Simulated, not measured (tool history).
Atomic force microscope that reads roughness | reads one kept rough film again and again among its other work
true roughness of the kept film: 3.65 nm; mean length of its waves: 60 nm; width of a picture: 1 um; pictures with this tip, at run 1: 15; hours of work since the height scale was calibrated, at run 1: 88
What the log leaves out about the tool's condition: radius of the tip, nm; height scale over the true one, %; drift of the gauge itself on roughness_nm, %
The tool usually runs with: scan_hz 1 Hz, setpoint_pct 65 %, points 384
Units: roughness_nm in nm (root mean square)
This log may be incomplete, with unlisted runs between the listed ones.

| run | day | scan_hz | setpoint_pct | points | pictures with this tip | hours of work since the height scale was calibrated | roughness_nm |
|---|---|---|---|---|---|---|---|
| 1 | 0 | 1 | 65 | 384 | 15 | 88 | 3.349 |
| 2 | 0.596 | 0.77 | 65 | 384 | 37 | 97 | 3.332 |
| 3 | 1.212 | 1 | 65 | 384 | 60 | 106 | 3.262 |
| 4 | 1.738 | 1 | 65 | 384 | 79 | 114 | 3.258 |
| 5 | 2.096 | 1 | 65 | 384 | 92 | 119 | 3.255 |
| 6 | 2.658 | 1 | 65 | 384 | 113 | 128 | 3.222 |
| 7 | 3.229 | 1 | 65 | 384 | 133 | 136 | 3.207 |
| 8 | 3.9 | 1 | 65 | 384 | 158 | 146 | 3.167 |
| 9 | 4.488 | 1 | 81 | 384 | 179 | 155 | 2.998 |
|  | 4.567 | height scale calibrated on a step standard |
| 10 | 4.858 | 1 | 81 | 384 | 191 | 4 | 2.965 |
| 11 | 5.229 | 1.68 | 67 | 523 | 205 | 10 | 3.042 |
|  | 5.846 | height scale calibrated on a step standard, once more |
| 12 | 5.846 | 1.68 | 67 | 523 | 226 | 0 | 3.024 |
| 13 | 6.196 | 1 | 79 | 384 | 239 | 5 | 2.989 |
| 14 | 6.829 | 1 | 58 | 594 | 262 | 15 | 3.138 |

Predict each of these 3 candidate next runs independently; none follows another, all start after run 14:
| A | 7.325 | 0.98 | 59 | 1012 | 280 | 22 | ? |
| B | 7.325 | 1 | 74 | 384 | 280 | 22 | ? |
| C | 7.325 | 1 | 63 | 965 | 280 | 22 | ? |

| run | roughness_nm |
|---|---|
| A | 3.099 |
| B | 2.97 |
| C | 3.076 |
Take away the tool's hidden state, keep each run's random variation, and the runs would have read:
| run | roughness_nm |
|---|---|
| A | 3.419 |
| B | 3.276 |
| C | 3.393 |
